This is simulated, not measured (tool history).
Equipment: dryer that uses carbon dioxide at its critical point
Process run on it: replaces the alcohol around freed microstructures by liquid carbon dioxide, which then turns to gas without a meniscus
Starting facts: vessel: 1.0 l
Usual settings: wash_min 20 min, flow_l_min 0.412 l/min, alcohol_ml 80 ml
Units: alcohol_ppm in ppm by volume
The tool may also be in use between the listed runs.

run,hour,wash_min,flow_l_min,alcohol_ml,alcohol_ppm
1,0.0,20,0.412,80,192
2,43.6,20,0.412,80,208
3,107.1,20,0.428,80,184
4,168.5,14,0.412,80,1030
5,221.7,14,0.412,80,1088
6,251.4,14,0.412,80,1117
7,308.9,14,0.412,80,1187
8,339.0,20,0.531,80,132
9,371.4,20,0.412,21,153
10,442.7,20,0.412,80,310
11,473.2,20,0.412,80,315
12,521.6,20,0.412,80,340
13,584.7,20,0.412,80,364
# hour 613.0: inlet filter changed
14,647.1,20,0.412,80,221
15,704.6,14,0.412,80,871
16,742.5,14,0.412,80,924
17,801.5,14,0.412,80,947
18,845.3,14,0.412,80,975
19,916.8,13,0.412,80,1396
20,945.8,13,0.412,80,1412
21,1008.6,13,0.412,80,1489
22,1078.9,13,0.412,80,1525
23,1115.2,20,0.412,38,260
24,1151.5,13,0.546,60,464
25,1186.9,20,0.340,80,702
26,1253.6,23,0.318,30,330
27,1312.0,29,0.651,42,185
28,1380.0,14,0.572,56,370
29,1441.2,20,0.450,26,251
# hour 1453.4: inlet filter changed
30,1509.7,20,0.450,26,225
31,1554.6,20,0.601,80,217
32,1590.5,20,0.601,80,222
33,1631.9,25,0.412,80,238
34,1671.1,25,0.412,80,246
35,1729.6,25,0.412,80,258
36,1785.5,25,0.412,80,268
37,1822.5,25,0.332,82,389
38,1868.1,23,0.506,80,259
39,1902.1,18,0.412,46,406
40,1943.5,18,0.412,46,416
41,1990.4,18,0.412,45,416
42,2030.5,23,0.326,44,428
43,2080.1,20,0.412,33,335
44,2109.9,20,0.412,33,342
45,2156.6,20,0.412,33,354
46,2200.1,20,0.377,33,422

Below are 5 alternative next runs, each starting from the tool's condition after run 46. Predict each:
A,2258.0,29,0.491,80,?
B,2258.0,19,0.643,47,?
C,2258.0,18,0.367,36,?
D,2258.0,17,0.433,31,?
E,2258.0,23,0.255,21,?

run,alcohol_ppm
A,282
B,293
C,624
D,445
E,622
Take away the tool's hidden state, keep each run's random variation, and the runs would have read:
run,alcohol_ppm
A,0
B,8
C,166
D,74
E,177
